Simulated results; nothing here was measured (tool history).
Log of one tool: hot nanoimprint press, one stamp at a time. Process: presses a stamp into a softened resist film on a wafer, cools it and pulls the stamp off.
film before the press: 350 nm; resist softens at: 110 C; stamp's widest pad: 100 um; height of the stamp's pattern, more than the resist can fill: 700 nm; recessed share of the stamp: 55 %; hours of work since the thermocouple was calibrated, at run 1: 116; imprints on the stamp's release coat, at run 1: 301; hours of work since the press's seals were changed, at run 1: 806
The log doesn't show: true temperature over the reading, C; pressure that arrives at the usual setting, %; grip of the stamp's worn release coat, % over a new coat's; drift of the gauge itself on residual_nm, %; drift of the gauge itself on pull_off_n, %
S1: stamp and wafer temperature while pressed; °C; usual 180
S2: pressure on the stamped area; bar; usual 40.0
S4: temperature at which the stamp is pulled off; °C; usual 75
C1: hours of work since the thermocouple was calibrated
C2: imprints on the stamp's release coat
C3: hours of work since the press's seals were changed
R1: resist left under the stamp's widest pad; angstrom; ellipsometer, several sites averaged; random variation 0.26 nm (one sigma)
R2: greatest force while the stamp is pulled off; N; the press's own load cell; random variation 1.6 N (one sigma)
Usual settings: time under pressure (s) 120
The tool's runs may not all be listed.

Run 1, hour 0.0: usual settings; C1 116; C2 301; C3 806. Result: R1 1668 angstrom, R2 215 N.
Run 2, hour 40.9: usual settings; C1 149; C2 491; C3 838. Result: R1 1667 angstrom, R2 214 N.
Run 3, hour 82.5: usual settings; C1 182; C2 683; C3 872. Result: R1 1668 angstrom, R2 215 N.
Run 4, hour 121.2: usual settings; C1 213; C2 863; C3 902. Result: R1 1664 angstrom, R2 216 N.
Run 5, hour 145.7: usual settings but time under pressure (s) 145; C1 232; C2 976; C3 922. Result: R1 1553 angstrom, R2 213 N.
Run 6, hour 180.6: usual settings but time under pressure (s) 145; C1 260; C2 1138; C3 950. Result: R1 1551 angstrom, R2 212 N.
Run 7, hour 210.3: usual settings but time under pressure (s) 145; C1 284; C2 1276; C3 973. Result: R1 1550 angstrom, R2 213 N.
Run 8, hour 247.2: usual settings but time under pressure (s) 145; C1 313; C2 1446; C3 1003. Result: R1 1553 angstrom, R2 215 N.
At hour 284.1: stamp cleaned and given a new release coat.
Run 9, hour 284.1: usual settings but time under pressure (s) 145; C1 338; C2 0; C3 1027. Result: R1 1556 angstrom, R2 217 N.
At hour 327.7: plate thermocouple calibrated.
Run 10, hour 327.7: usual settings but time under pressure (s) 145; C1 0; C2 189; C3 1060. Result: R1 1555 angstrom, R2 216 N.
Run 11, hour 364.2: usual settings but time under pressure (s) 145; C1 29; C2 358; C3 1089. Result: R1 1555 angstrom, R2 217 N.
Run 12, hour 403.9: usual settings but time under pressure (s) 145; C1 61; C2 542; C3 1120. Result: R1 1556 angstrom, R2 213 N.
Run 13, hour 427.1: usual settings but time under pressure (s) 145; C1 79; C2 649; C3 1139. Result: R1 1555 angstrom, R2 217 N.
Run 14, hour 454.5: usual settings but S4 63 °C; C1 101; C2 776; C3 1160. Result: R1 1670 angstrom, R2 261 N.
Run 15, hour 484.3: usual settings; C1 125; C2 914; C3 1184. Result: R1 1669 angstrom, R2 214 N.
Run 16, hour 519.7: usual settings but S1 185 °C, S4 78 °C; C1 153; C2 1078; C3 1212. Result: R1 1417 angstrom, R2 202 N.
Run 17, hour 549.5: usual settings but S1 185 °C, S2 62.9 bar, time under pressure (s) 91, S4 67 °C; C1 177; C2 1216; C3 1236. Result: R1 1286 angstrom, R2 246 N.
At hour 565.7: press's hydraulic seals changed and the load cell set to zero.
Run 18, hour 590.8: usual settings but S1 185 °C, S2 62.9 bar, time under pressure (s) 91, S4 78 °C; C1 203; C2 1371; C3 20. Result: R1 1284 angstrom, R2 206 N.
Run 19, hour 614.3: usual settings but S1 185 °C, S2 62.9 bar, time under pressure (s) 91, S4 68 °C; C1 222; C2 1479; C3 39. Result: R1 1287 angstrom, R2 246 N.
At hour 644.1: stamp cleaned and given a new release coat.
Run 20, hour 645.5: usual settings but S1 186 °C, S2 41.7 bar, time under pressure (s) 72, S4 79 °C; C1 242; C2 7; C3 59. Result: R1 1640 angstrom, R2 198 N.
Run 21, hour 676.0: usual settings but S1 177 °C, S2 41.7 bar, time under pressure (s) 88, S4 79 °C; C1 266; C2 148; C3 83. Result: R1 2022 angstrom, R2 199 N.
Run 22, hour 717.2: usual settings but time under pressure (s) 223, S4 77 °C; C1 299; C2 339; C3 116. Result: R1 1315 angstrom, R2 204 N.
Run 23, hour 735.1: usual settings but time under pressure (s) 223, S4 77 °C; C1 313; C2 422; C3 130. Result: R1 1313 angstrom, R2 208 N.
Run 24, hour 774.0: usual settings but S1 175 °C, time under pressure (s) 223; C1 344; C2 602; C3 161. Result: R1 1591 angstrom, R2 215 N.
At hour 810.0: plate thermocouple calibrated.
Run 25, hour 819.1: usual settings but S1 182 °C, S2 25.3 bar, time under pressure (s) 223; C1 7; C2 798; C3 195. Result: R1 1512 angstrom, R2 216 N.
Run 26, hour 846.7: usual settings but S1 182 °C, S2 25.3 bar, time under pressure (s) 223; C1 29; C2 925; C3 217. Result: R1 1509 angstrom, R2 218 N.
At hour 851.8: gauge calibrated.
Run 27, hour 889.0: usual settings but S1 182 °C, S2 25.3 bar, time under pressure (s) 223; C1 63; C2 1121; C3 250. Result: R1 1496 angstrom, R2 218 N.
Run 28, hour 918.6: usual settings but S1 182 °C, S2 25.3 bar, time under pressure (s) 223; C1 86; C2 1258; C3 274. Result: R1 1496 angstrom, R2 211 N.
Run 29, hour 956.6: usual settings but S1 171 °C, S2 29.3 bar, time under pressure (s) 208, S4 78 °C; C1 117; C2 1434; C3 304. Result: R1 2102 angstrom, R2 201 N.

Forecast each of these 4 alternatives for the next run:
Run A, hour 980.5: usual settings but S1 187 °C, S2 26.9 bar, time under pressure (s) 227; C1 136; C2 1545; C3 323. Result: R1 ?, R2 ?.
Run B, hour 980.5: usual settings but time under pressure (s) 91; C1 136; C2 1545; C3 323. Result: R1 ?, R2 ?.
Run C, hour 980.5: usual settings but S1 171 °C, S2 29.3 bar, time under pressure (s) 171, S4 78 °C; C1 136; C2 1545; C3 323. Result: R1 ?, R2 ?.
Run D, hour 980.5: usual settings but S1 183 °C, S2 47.0 bar; C1 136; C2 1545; C3 323. Result: R1 ?, R2 ?.

run    R1   R2
  A  1219  214
  B  1839  214
  C  2230  203
  D  1399  216
Without the tool's hidden state the same runs would have given:
run    R1   R2
  A  1216  214
  B  1836  213
  C  2226  202
  D  1396  215

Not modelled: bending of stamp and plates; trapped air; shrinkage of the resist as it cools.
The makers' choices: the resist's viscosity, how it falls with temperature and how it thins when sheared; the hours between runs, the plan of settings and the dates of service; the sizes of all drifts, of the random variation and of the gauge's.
